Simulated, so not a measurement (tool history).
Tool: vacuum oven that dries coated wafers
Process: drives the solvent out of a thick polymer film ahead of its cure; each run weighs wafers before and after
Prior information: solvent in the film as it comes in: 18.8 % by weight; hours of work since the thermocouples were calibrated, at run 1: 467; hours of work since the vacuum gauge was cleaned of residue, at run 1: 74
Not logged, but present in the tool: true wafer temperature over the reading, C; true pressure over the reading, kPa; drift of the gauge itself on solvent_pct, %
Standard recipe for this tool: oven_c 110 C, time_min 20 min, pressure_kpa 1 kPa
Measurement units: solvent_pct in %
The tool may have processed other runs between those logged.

run    hour  oven_c  time_min  pressure_kpa  hours of work since the thermocouples were calibrated  hours of work since the vacuum gauge was cleaned of residue  solvent_pct
  1       0     110        20             1                                                    467                                                           74         3.93
  2    55.1     110        20             1                                                    492                                                           99         3.85
  3   133.6     110        20             1                                                    529                                                          136         3.83
  4   206.9     110        20             1                                                    563                                                          170          3.9
  5     279     110        20             1                                                    596                                                          203         3.95
  6   345.3     110        20             1                                                    627                                                          234         3.97
  7   413.2     110        20             1                                                    658                                                          265         3.91
  8   489.7     110        20             1                                                    693                                                          300         3.93
      548.8  -- oven's thermocouples calibrated
  9     590     110        20          0.78                                                     19                                                          346         3.54
 10   695.6     110        20             1                                                     68                                                          395          3.6
 11   786.2     110        20             1                                                    110                                                          437         3.67
 12   861.2     110        20             1                                                    145                                                          472         3.64
 13   903.9     110        20             1                                                    164                                                          491         3.66
 14  1001.9     110        20             1                                                    210                                                          537         3.72
 15  1060.2     110        20             1                                                    237                                                          564         3.69
 16  1111.3     110        20             1                                                    260                                                          587         3.66
 17  1214.6     110        20          0.71                                                    308                                                          635         3.59
 18  1306.3     110        12          2.86                                                    351                                                          678            7
 19  1400.4     101        20             1                                                    394                                                          721         6.35
 20  1451.3     101        20             1                                                    418                                                          745         6.34
 21  1515.5     103        30          0.65                                                    448                                                          774         3.46
 22  1607.4     103        30          1.22                                                    490                                                          817         3.83
 23  1685.4     103        30          1.22                                                    526                                                          853         3.88
     1692.2  -- vacuum gauge cleaned of residue and calibrated
 24    1785     103        30          1.22                                                    572                                                           43         3.94
       1866  -- vacuum gauge cleaned of residue and calibrated, once more
 25  1883.5     103        30          1.22                                                    616                                                            8         3.77
 26  1934.3     123        30          1.22                                                    640                                                           32         0.55
 27  2017.4     123        30          1.22                                                    678                                                           70         0.58
 28    2075     118        34          1.93                                                    705                                                           97         1.06
     2107.9  -- oven's thermocouples calibrated
 29  2182.9     118        34          1.93                                                     35                                                          146         1.18
 30  2246.4     118        34          1.93                                                     64                                                          175         1.11
 31  2333.9     110        15          2.75                                                    105                                                          216         6.04
 32  2431.1     106        23          0.75                                                    150                                                          261         4.07
 33  2496.6     106        23          0.75                                                    180                                                          291         4.13

Each row is a separate what-if for the run after 33, all from the same tool condition, not one after another. Results?
  A  2555.4      99        15          1.59                                                    207                                                          318            ?
  B  2555.4     117        22          0.97                                                    207                                                          318            ?
  C  2555.4     101        33          0.73                                                    207                                                          318            ?
  D  2555.4      99        11             1                                                    207                                                          318            ?

run  solvent_pct
  A         8.88
  B         1.82
  C         3.73
  D         9.96
Stripped of hidden state, with their random variation kept, the same runs would have yielded:
run  solvent_pct
  A         8.82
  B         1.78
  C         3.67
  D         9.91
